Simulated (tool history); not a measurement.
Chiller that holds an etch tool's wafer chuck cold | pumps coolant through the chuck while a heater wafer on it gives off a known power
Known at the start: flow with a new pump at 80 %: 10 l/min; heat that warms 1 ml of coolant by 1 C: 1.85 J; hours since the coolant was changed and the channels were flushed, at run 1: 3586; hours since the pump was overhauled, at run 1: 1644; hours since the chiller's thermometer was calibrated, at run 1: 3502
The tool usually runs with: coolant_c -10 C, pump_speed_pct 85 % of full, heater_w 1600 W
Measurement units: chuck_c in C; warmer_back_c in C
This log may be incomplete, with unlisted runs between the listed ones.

| run | hour | coolant_c | pump_speed_pct | heater_w | hours since the coolant was changed and the channels were flushed | hours since the pump was overhauled | hours since the chiller's thermometer was calibrated | chuck_c | warmer_back_c |
|---|---|---|---|---|---|---|---|---|---|
| 1 | 0.0 | -10 | 85 | 1600 | 3586 | 1644 | 3502 | 6.2 | 5.11 |
| 2 | 45.2 | -10 | 85 | 1600 | 3631 | 1689 | 3547 | 6.0 | 5.10 |
| 3 | 90.2 | -10 | 70 | 1600 | 3676 | 1734 | 3592 | 8.9 | 6.28 |
| 4 | 144.5 | -10 | 70 | 1600 | 3731 | 1788 | 3646 | 8.7 | 6.30 |
| 5 | 204.2 | -10 | 70 | 1600 | 3790 | 1848 | 3706 | 9.2 | 6.30 |
| 6 | 256.6 | -10 | 70 | 1600 | 3843 | 1900 | 3758 | 9.0 | 6.37 |
| 7 | 307.1 | -10 | 85 | 1327 | 3893 | 1951 | 3809 | 3.3 | 4.25 |
| 8 | 345.2 | -10 | 85 | 1327 | 3931 | 1989 | 3847 | 3.5 | 4.20 |
| 9 | 380.8 | -20 | 82 | 2053 | 3967 | 2025 | 3882 | 1.4 | 6.86 |
| 10 | 443.7 | -20 | 82 | 2053 | 4030 | 2087 | 3945 | 1.7 | 6.91 |

Predict the results of run 11:
| 11 | 502.8 | -20 | 67 | 1091 | 4089 | 2147 | 4004 | ? | ? |

chuck_c: -6.6 C
warmer_back_c: 4.61 C
With the hidden condition absent and the run-to-run variation left alone, this run would have shown chuck_c -7.9 C, warmer_back_c 4.33 C.

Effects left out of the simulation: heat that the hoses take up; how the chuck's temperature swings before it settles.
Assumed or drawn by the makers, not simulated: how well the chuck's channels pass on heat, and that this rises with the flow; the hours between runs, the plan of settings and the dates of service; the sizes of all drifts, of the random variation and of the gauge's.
